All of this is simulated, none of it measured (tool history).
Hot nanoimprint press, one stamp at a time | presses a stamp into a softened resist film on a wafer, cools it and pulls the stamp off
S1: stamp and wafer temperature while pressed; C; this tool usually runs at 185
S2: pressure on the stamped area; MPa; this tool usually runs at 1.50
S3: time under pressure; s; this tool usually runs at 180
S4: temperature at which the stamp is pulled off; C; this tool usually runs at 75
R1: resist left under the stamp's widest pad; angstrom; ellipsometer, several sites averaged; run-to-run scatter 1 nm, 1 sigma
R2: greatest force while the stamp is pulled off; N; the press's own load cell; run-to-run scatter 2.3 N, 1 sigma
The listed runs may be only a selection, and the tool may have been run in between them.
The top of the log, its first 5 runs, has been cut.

run 6 hour=118.2 | S1=185 S2=1.50 S3=180 S4=75 | R1=3699 R2=138
run 7 hour=144.8 | S1=185 S2=1.50 S3=180 S4=75 | R1=3694 R2=143
run 8 hour=158.4 | S1=185 S2=1.50 S3=180 S4=75 | R1=3700 R2=148
run 9 hour=189.0 | S1=185 S2=1.50 S3=180 S4=75 | R1=3686 R2=147
run 10 hour=212.1 | S1=185 S2=1.50 S3=180 S4=75 | R1=3698 R2=149
run 11 hour=227.6 | S1=185 S2=1.50 S3=180 S4=75 | R1=3695 R2=153
-- hour=235.6 stamp cleaned and given a new release coat
run 12 hour=266.2 | S1=185 S2=1.50 S3=180 S4=75 | R1=3706 R2=124
-- hour=271.2 plate thermocouple calibrated
run 13 hour=294.8 | S1=185 S2=1.50 S3=180 S4=75 | R1=3735 R2=128
run 14 hour=317.4 | S1=185 S2=1.50 S3=180 S4=75 | R1=3737 R2=133
run 15 hour=335.1 | S1=185 S2=1.50 S3=180 S4=75 | R1=3745 R2=133
-- hour=353.7 plate thermocouple calibrated, once more
run 16 hour=358.0 | S1=178 S2=1.50 S3=180 S4=81 | R1=4332 R2=117
run 17 hour=375.9 | S1=178 S2=1.50 S3=180 S4=81 | R1=4339 R2=120
run 18 hour=406.6 | S1=178 S2=1.50 S3=180 S4=81 | R1=4362 R2=125
run 19 hour=432.3 | S1=185 S2=1.50 S3=180 S4=63 | R1=3651 R2=163
run 20 hour=458.9 | S1=186 S2=0.95 S3=112 S4=63 | R1=4940 R2=169
run 21 hour=484.8 | S1=186 S2=0.95 S3=112 S4=63 | R1=4978 R2=171
run 22 hour=499.3 | S1=185 S2=1.30 S3=116 S4=75 | R1=4428 R2=148
run 23 hour=530.7 | S1=194 S2=1.50 S3=234 S4=75 | R1=2656 R2=151
-- hour=553.6 stamp cleaned and given a new release coat
run 24 hour=556.3 | S1=185 S2=1.50 S3=180 S4=61 | R1=3649 R2=150
run 25 hour=575.1 | S1=189 S2=1.50 S3=101 S4=75 | R1=3948 R2=124
run 26 hour=599.8 | S1=185 S2=1.50 S3=355 S4=75 | R1=2918 R2=125
run 27 hour=625.1 | S1=187 S2=1.50 S3=180 S4=75 | R1=3496 R2=126
run 28 hour=649.6 | S1=185 S2=1.35 S3=180 S4=65 | R1=3865 R2=150
run 29 hour=677.0 | S1=190 S2=1.23 S3=308 S4=67 | R1=3009 R2=148
run 30 hour=698.1 | S1=185 S2=1.50 S3=180 S4=68 | R1=3674 R2=152

Below are 3 alternative next runs, each starting from the tool's condition after run 30. Predict each:
run A hour=729.8 | S1=185 S2=1.50 S3=123 S4=74 | R1=? R2=?
run B hour=729.8 | S1=186 S2=1.50 S3=180 S4=64 | R1=? R2=?
run C hour=729.8 | S1=185 S2=1.40 S3=356 S4=63 | R1=? R2=?

run=A R1=4112 R2=134
run=B R1=3597 R2=165
run=C R1=3066 R2=165
Take away the tool's hidden state, keep each run's random variation, and the runs would have read:
run=A R1=4041 R2=116
run=B R1=3528 R2=143
run=C R1=3005 R2=142

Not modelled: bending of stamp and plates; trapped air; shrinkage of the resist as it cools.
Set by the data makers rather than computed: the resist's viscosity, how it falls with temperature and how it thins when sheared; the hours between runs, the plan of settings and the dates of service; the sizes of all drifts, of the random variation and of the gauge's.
